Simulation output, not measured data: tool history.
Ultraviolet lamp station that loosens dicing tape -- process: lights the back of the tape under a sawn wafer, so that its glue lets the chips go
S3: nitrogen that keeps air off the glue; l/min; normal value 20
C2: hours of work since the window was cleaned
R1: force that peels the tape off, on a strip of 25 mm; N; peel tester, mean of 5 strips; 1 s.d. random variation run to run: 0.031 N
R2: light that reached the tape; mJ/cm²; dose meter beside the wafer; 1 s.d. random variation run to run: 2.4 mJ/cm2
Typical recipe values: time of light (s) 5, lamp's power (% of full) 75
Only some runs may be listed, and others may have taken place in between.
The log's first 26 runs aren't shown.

run 27 day=25.621 | time_of_light_(s)=7 lamp's_power_(%_of_full)=75 S3=39 | hours_of_work_of_the_lamp=389 C2=78 | R1=0.536 R2=372
run 28 day=26.412 | time_of_light_(s)=4 lamp's_power_(%_of_full)=74 S3=26 | hours_of_work_of_the_lamp=401 C2=90 | R1=2.059 R2=209
run 29 day=27.483 | time_of_light_(s)=8 lamp's_power_(%_of_full)=64 S3=29 | hours_of_work_of_the_lamp=417 C2=106 | R1=0.649 R2=367
run 30 day=28.875 | time_of_light_(s)=2 lamp's_power_(%_of_full)=97 S3=23 | hours_of_work_of_the_lamp=438 C2=127 | R1=4.001 R2=138
run 31 day=30.183 | time_of_light_(s)=6 lamp's_power_(%_of_full)=71 S3=20 | hours_of_work_of_the_lamp=458 C2=147 | R1=1.197 R2=308
run 32 day=31.079 | time_of_light_(s)=2 lamp's_power_(%_of_full)=71 S3=6 | hours_of_work_of_the_lamp=472 C2=161 | R1=6.899 R2=104
run 33 day=32.271 | time_of_light_(s)=4 lamp's_power_(%_of_full)=85 S3=40 | hours_of_work_of_the_lamp=490 C2=179 | R1=1.383 R2=241
run 34 day=32.958 | time_of_light_(s)=3 lamp's_power_(%_of_full)=81 S3=40 | hours_of_work_of_the_lamp=500 C2=189 | R1=2.539 R2=173
run 35 day=33.875 | time_of_light_(s)=5 lamp's_power_(%_of_full)=62 S3=10 | hours_of_work_of_the_lamp=514 C2=203 | R1=2.822 R2=218
run 36 day=34.888 | time_of_light_(s)=3 lamp's_power_(%_of_full)=75 S3=20 | hours_of_work_of_the_lamp=529 C2=218 | R1=3.400 R2=158
run 37 day=35.850 | time_of_light_(s)=10 lamp's_power_(%_of_full)=64 S3=20 | hours_of_work_of_the_lamp=544 C2=233 | R1=0.505 R2=456
run 38 day=36.617 | time_of_light_(s)=10 lamp's_power_(%_of_full)=64 S3=20 | hours_of_work_of_the_lamp=556 C2=245 | R1=0.501 R2=456
run 39 day=37.425 | time_of_light_(s)=5 lamp's_power_(%_of_full)=75 S3=30 | hours_of_work_of_the_lamp=568 C2=257 | R1=1.322 R2=271
run 40 day=38.371 | time_of_light_(s)=5 lamp's_power_(%_of_full)=75 S3=30 | hours_of_work_of_the_lamp=582 C2=271 | R1=1.296 R2=267
run 41 day=39.167 | time_of_light_(s)=3 lamp's_power_(%_of_full)=61 S3=18 | hours_of_work_of_the_lamp=594 C2=283 | R1=4.541 R2=131
run 42 day=39.929 | time_of_light_(s)=3 lamp's_power_(%_of_full)=61 S3=18 | hours_of_work_of_the_lamp=606 C2=295 | R1=4.315 R2=131
-- day=40.283 window cleaned of glue's vapour
run 43 day=41.038 | time_of_light_(s)=2 lamp's_power_(%_of_full)=90 S3=9 | hours_of_work_of_the_lamp=622 C2=11 | R1=5.473 R2=132
run 44 day=41.633 | time_of_light_(s)=2 lamp's_power_(%_of_full)=90 S3=9 | hours_of_work_of_the_lamp=631 C2=20 | R1=5.326 R2=126

Predict each of these 3 candidate next runs independently; none follows another, all start after run 44:
run A day=42.208 | time_of_light_(s)=5 lamp's_power_(%_of_full)=64 S3=20 | hours_of_work_of_the_lamp=640 C2=29 | R1=? R2=?
run B day=42.208 | time_of_light_(s)=6 lamp's_power_(%_of_full)=76 S3=12 | hours_of_work_of_the_lamp=640 C2=29 | R1=? R2=?
run C day=42.208 | time_of_light_(s)=5 lamp's_power_(%_of_full)=74 S3=11 | hours_of_work_of_the_lamp=640 C2=29 | R1=? R2=?

run=A R1=1.987 R2=226
run=B R1=1.420 R2=323
run=C R1=2.100 R2=264
With the hidden condition removed and each run's random variation left untouched, the same runs would have given:
run=A R1=1.981 R2=226
run=B R1=1.415 R2=324
run=C R1=2.093 R2=264

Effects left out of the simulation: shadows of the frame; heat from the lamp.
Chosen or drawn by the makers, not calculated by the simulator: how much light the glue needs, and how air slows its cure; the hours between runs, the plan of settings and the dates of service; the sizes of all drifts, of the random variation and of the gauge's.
